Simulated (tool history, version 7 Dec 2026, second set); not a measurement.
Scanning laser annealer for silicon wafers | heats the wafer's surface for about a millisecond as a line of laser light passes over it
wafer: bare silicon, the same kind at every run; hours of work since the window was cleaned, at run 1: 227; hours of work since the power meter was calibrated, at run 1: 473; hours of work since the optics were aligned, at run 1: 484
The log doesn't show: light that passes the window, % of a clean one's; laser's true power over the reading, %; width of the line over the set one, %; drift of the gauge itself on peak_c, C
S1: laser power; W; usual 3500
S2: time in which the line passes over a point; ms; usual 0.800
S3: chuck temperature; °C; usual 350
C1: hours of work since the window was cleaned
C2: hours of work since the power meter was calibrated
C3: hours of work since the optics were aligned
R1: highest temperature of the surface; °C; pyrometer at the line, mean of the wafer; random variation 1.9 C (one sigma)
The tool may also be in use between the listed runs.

run   hour    S1     S2   S3   C1   C2   C3    R1
  1    0.0  3500  0.800  350  227  473  484  1173
  2   27.4  3500  0.800  350  240  485  497  1170
  3   44.9  3500  0.800  350  248  493  504  1173
  4   63.0  3500  0.800  350  256  501  513  1168
  5   91.1  3500  0.800  350  268  514  525  1168
  6  113.1  3500  0.800  350  278  524  535  1170
  7  139.4  3500  0.800  350  290  536  547  1168
  8  151.5  3500  0.800  350  295  541  552  1166
  9  170.9  3500  0.800  350  304  550  561  1164
 10  184.3  3500  0.800  350  310  556  567  1168
 11  210.7  3500  0.800  350  322  568  579  1166
 12  235.6  3618  0.800  350  333  579  590  1193
 13  259.6  3618  0.800  350  344  590  601  1191
 14  274.8  3308  0.791  350  351  597  608  1118
     280.1  -- laser's power meter calibrated
 15  303.5  2978  0.791  340  362   11  619  1039
 16  329.3  3016  0.791  340  374   22  631  1046
     349.5  -- laser's power meter calibrated, once more
 17  351.2  3016  0.791  340  383    1  639  1051
 18  363.9  3318  0.578  375  388    6  645  1035
 19  390.5  3729  0.829  333  400   18  657  1218
 20  418.4  3729  0.829  333  413   31  670  1211
 21  434.3  3729  0.829  333  420   38  677  1215

3 ways to go on from here, each from the tool as it stands after run 21. What would each give?
  A  459.2  3475  0.639  315  431  49  688   ?
  B  459.2  3729  0.829  344  431  49  688   ?
  C  459.2  2987  0.671  350  431  49  688   ?

run    R1
  A  1035
  B  1221
  C   990
Without the tool's hidden state the same runs would have given:
run    R1
  A  1054
  B  1244
  C  1007
